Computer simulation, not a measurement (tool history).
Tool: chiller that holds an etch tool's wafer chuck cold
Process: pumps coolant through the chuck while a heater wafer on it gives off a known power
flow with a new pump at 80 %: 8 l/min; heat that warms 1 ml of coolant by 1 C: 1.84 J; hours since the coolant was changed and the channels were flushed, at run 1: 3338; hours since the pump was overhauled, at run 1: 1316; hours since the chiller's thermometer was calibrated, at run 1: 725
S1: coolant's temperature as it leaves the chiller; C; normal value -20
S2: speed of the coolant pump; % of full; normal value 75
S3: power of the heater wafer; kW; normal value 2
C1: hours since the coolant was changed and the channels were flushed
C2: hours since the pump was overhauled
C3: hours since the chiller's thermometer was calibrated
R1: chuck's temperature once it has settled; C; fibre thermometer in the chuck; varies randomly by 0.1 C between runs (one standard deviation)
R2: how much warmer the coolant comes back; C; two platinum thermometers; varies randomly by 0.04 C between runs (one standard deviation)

| run | hour | S1 | S2 | S3 | C1 | C2 | C3 | R1 | R2 |
|---|---|---|---|---|---|---|---|---|---|
| 1 | 0 | -20 | 75 | 2 | 3338 | 1316 | 725 | -3.6 | 8.88 |
| 2 | 38.5 | -20 | 75 | 2 | 3376 | 1354 | 763 | -3.5 | 8.84 |
| 3 | 74.3 | -20 | 75 | 2 | 3412 | 1390 | 799 | -3.7 | 8.86 |
| 4 | 97.5 | -20 | 75 | 2 | 3435 | 1413 | 822 | -3.9 | 8.82 |
| 5 | 123.2 | -20 | 75 | 2 | 3461 | 1439 | 848 | -3.7 | 8.89 |
|  | 129.9 | coolant pump overhauled |
| 6 | 151.7 | -20 | 75 | 2 | 3485 | 22 | 872 | -3.6 | 9.01 |
| 7 | 187.7 | -25 | 93 | 1.109 | 3521 | 58 | 908 | -16.9 | 4.03 |

What will run 8 give?
|  | 213.2 | coolant pump overhauled, once more |
| 8 | 231.2 | -25 | 93 | 1.089 | 3559 | 18 | 946 | ? | ? |

For run 8 the tool returned R1 -17.1 C, R2 3.84 C.
Were there no unlogged condition in the tool, this run, its random variation unchanged, would have produced R1 -17.7 C, R2 3.83 C.

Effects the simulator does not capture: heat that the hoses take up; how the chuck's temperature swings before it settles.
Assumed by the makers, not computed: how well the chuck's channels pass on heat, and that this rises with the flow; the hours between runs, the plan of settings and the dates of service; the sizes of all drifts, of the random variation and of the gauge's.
